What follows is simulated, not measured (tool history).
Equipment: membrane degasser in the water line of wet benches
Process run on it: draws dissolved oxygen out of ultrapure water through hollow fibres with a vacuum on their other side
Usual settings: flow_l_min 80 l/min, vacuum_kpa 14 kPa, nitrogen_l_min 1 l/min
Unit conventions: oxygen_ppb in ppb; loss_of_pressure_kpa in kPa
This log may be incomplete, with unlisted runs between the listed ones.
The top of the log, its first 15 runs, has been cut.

run,hour,flow_l_min,vacuum_kpa,nitrogen_l_min,hours since the membrane was changed,hours since the vacuum gauge was calibrated,hours since the vacuum lines were made tight,oxygen_ppb,loss_of_pressure_kpa
16,546.9,80,14,2.08,1427,1786,5183,1017.8,49.62
17,592,80,14,2.08,1472,1832,5228,1006.8,49.43
18,616.7,107,26.6,1.72,1497,1856,5253,2419.5,65.66
19,662.9,89,14,1,1543,1902,5299,1681.5,54.28
20,698.1,89,14,1,1578,1938,5334,1648.7,54.69
21,721.2,89,14,1,1601,1961,5357,1629.8,54.6
22,744.7,61,14,1,1625,1984,5381,1198.4,37.72
# hour 758.7: gauge calibrated
23,792.1,61,14,1,1672,2032,5428,1186.3,38.29
24,829.9,62,31.3,0.94,1710,2069,5466,2597.1,38.58
# hour 862.4: seals of the vacuum lines changed
25,865.4,53,8.5,0.5,1743,2103,3,873.1,33.53
26,912.9,53,8.5,0.5,1791,2150,51,868.4,33.39
27,938,53,21.3,1.16,1816,2176,76,1453.6,33.29
28,980.6,61,28.9,1.78,1859,2218,118,1612.8,38.67
29,1006.3,88,21.1,1.78,1884,2244,144,1712.7,54.99
30,1057.8,104,21,1.78,1936,2295,195,1958.3,64.77
31,1100.1,104,21,1.78,1978,2338,238,1954.6,65.02
32,1140.9,104,21,1.78,2019,2378,278,1968.7,64.14

Predict each of these 3 candidate next runs independently; none follows another, all start after run 32:
A,1184.3,101,27.4,0.46,2062,2422,322,?,?
B,1184.3,80,20.7,1.47,2062,2422,322,?,?
C,1184.3,104,12.5,0.81,2062,2422,322,?,?

run,oxygen_ppb,loss_of_pressure_kpa
A,4161.9,63
B,1721.1,49.61
C,1851.6,64.6
The same runs, with their run-to-run variation unchanged, on a tool lacking any hidden condition would have given:
run,oxygen_ppb,loss_of_pressure_kpa
A,4161.2,63.83
B,1720.4,50.27
C,1850.4,65.46

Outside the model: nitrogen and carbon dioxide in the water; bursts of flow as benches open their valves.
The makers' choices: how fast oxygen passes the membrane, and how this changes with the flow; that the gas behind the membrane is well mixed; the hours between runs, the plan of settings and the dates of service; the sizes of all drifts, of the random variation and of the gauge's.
